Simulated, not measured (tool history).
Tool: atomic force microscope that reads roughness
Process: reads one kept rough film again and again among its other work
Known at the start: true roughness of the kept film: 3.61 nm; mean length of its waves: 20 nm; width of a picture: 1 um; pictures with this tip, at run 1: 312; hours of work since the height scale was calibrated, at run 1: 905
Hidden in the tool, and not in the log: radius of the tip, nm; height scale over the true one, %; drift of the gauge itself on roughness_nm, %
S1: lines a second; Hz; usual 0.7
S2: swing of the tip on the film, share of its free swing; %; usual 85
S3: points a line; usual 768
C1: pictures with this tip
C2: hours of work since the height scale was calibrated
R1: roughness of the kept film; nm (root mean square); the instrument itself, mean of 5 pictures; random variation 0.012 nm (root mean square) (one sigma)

run 1 hour=0 | S1=0.7 S2=85 S3=768 | C1=312 C2=905 | R1=2.891
-- hour=20 new tip fitted
run 2 hour=38.1 | S1=0.7 S2=85 S3=768 | C1=26 C2=923 | R1=2.908
run 3 hour=75.5 | S1=0.7 S2=85 S3=768 | C1=81 C2=941 | R1=2.915
run 4 hour=97.1 | S1=0.7 S2=85 S3=768 | C1=112 C2=952 | R1=2.877
run 5 hour=136.2 | S1=0.7 S2=85 S3=768 | C1=169 C2=971 | R1=2.893
run 6 hour=176.5 | S1=0.7 S2=85 S3=768 | C1=228 C2=990 | R1=2.905
run 7 hour=217.8 | S1=0.7 S2=60 S3=768 | C1=288 C2=1011 | R1=2.984
-- hour=250.9 new tip fitted
run 8 hour=254.6 | S1=2.686 S2=85 S3=768 | C1=5 C2=1028 | R1=2.559
run 9 hour=280.6 | S1=2.686 S2=85 S3=768 | C1=43 C2=1041 | R1=2.57
run 10 hour=319.1 | S1=2.686 S2=85 S3=768 | C1=99 C2=1060 | R1=2.539
run 11 hour=348.1 | S1=2.686 S2=85 S3=768 | C1=142 C2=1074 | R1=2.551
run 12 hour=372.1 | S1=2.686 S2=85 S3=768 | C1=177 C2=1085 | R1=2.567
run 13 hour=414.2 | S1=2.686 S2=85 S3=768 | C1=238 C2=1106 | R1=2.564
run 14 hour=450.4 | S1=2.686 S2=85 S3=768 | C1=291 C2=1124 | R1=2.567
run 15 hour=472.6 | S1=2.686 S2=85 S3=768 | C1=323 C2=1134 | R1=2.555
-- hour=482.4 new tip fitted
run 16 hour=493.7 | S1=0.7 S2=66 S3=768 | C1=16 C2=1144 | R1=2.98
run 17 hour=542.8 | S1=0.7 S2=66 S3=768 | C1=88 C2=1168 | R1=2.999
run 18 hour=589.4 | S1=0.7 S2=66 S3=768 | C1=156 C2=1191 | R1=2.973
run 19 hour=619.5 | S1=0.7 S2=58 S3=768 | C1=200 C2=1206 | R1=3.016
run 20 hour=658.8 | S1=0.7 S2=58 S3=768 | C1=257 C2=1225 | R1=3.015
run 21 hour=697.4 | S1=2.99 S2=78 S3=293 | C1=313 C2=1244 | R1=2.584
-- hour=715.2 new tip fitted
run 22 hour=726 | S1=2.99 S2=78 S3=293 | C1=16 C2=1257 | R1=2.585
run 23 hour=756.3 | S1=2.99 S2=78 S3=293 | C1=60 C2=1272 | R1=2.573
run 24 hour=798.1 | S1=1.629 S2=66 S3=775 | C1=121 C2=1293 | R1=2.938
run 25 hour=836.9 | S1=1.629 S2=66 S3=775 | C1=178 C2=1311 | R1=2.911
run 26 hour=863.5 | S1=1.027 S2=88 S3=880 | C1=217 C2=1324 | R1=2.809
run 27 hour=886.5 | S1=1.027 S2=88 S3=880 | C1=250 C2=1336 | R1=2.814
run 28 hour=930 | S1=0.63 S2=85 S3=768 | C1=314 C2=1357 | R1=2.881
-- hour=945.6 new tip fitted
run 29 hour=963.4 | S1=0.695 S2=83 S3=1009 | C1=26 C2=1373 | R1=2.948
run 30 hour=1012.9 | S1=1.315 S2=57 S3=384 | C1=99 C2=1397 | R1=2.959
run 31 hour=1056.5 | S1=1.315 S2=57 S3=384 | C1=162 C2=1418 | R1=2.936
run 32 hour=1104.5 | S1=1.315 S2=57 S3=384 | C1=232 C2=1442 | R1=2.932
run 33 hour=1146.6 | S1=2.377 S2=57 S3=354 | C1=294 C2=1462 | R1=2.87
-- hour=1176.7 new tip fitted
run 34 hour=1197.5 | S1=2.298 S2=85 S3=768 | C1=30 C2=1487 | R1=2.624
run 35 hour=1240.4 | S1=2.298 S2=85 S3=768 | C1=93 C2=1508 | R1=2.63
run 36 hour=1285.8 | S1=1.6 S2=85 S3=725 | C1=159 C2=1530 | R1=2.746

Measured less the same run without the tool's hidden state. The same run-to-run variation is in both; the gauge's scatter may not be:
run=1 R1=-0.012
run=2 R1=-0.001
run=3 R1=-0.004
run=4 R1=-0.005
run=5 R1=-0.007
run=6 R1=-0.009
run=7 R1=-0.011
run=8 R1=-0.001
run=9 R1=-0.002
run=10 R1=-0.004
run=11 R1=-0.005
run=12 R1=-0.006
run=13 R1=-0.008
run=14 R1=-0.009
run=15 R1=-0.01
run=16 R1=-0.002
run=17 R1=-0.004
run=18 R1=-0.006
run=19 R1=-0.008
run=20 R1=-0.01
run=21 R1=-0.011
run=22 R1=-0.001
run=23 R1=-0.003
run=24 R1=-0.006
run=25 R1=-0.007
run=26 R1=-0.009
run=27 R1=-0.01
run=28 R1=-0.012
run=29 R1=-0.001
run=30 R1=-0.004
run=31 R1=-0.007
run=32 R1=-0.009
run=33 R1=-0.011
run=34 R1=-0.002
run=35 R1=-0.004
run=36 R1=-0.006
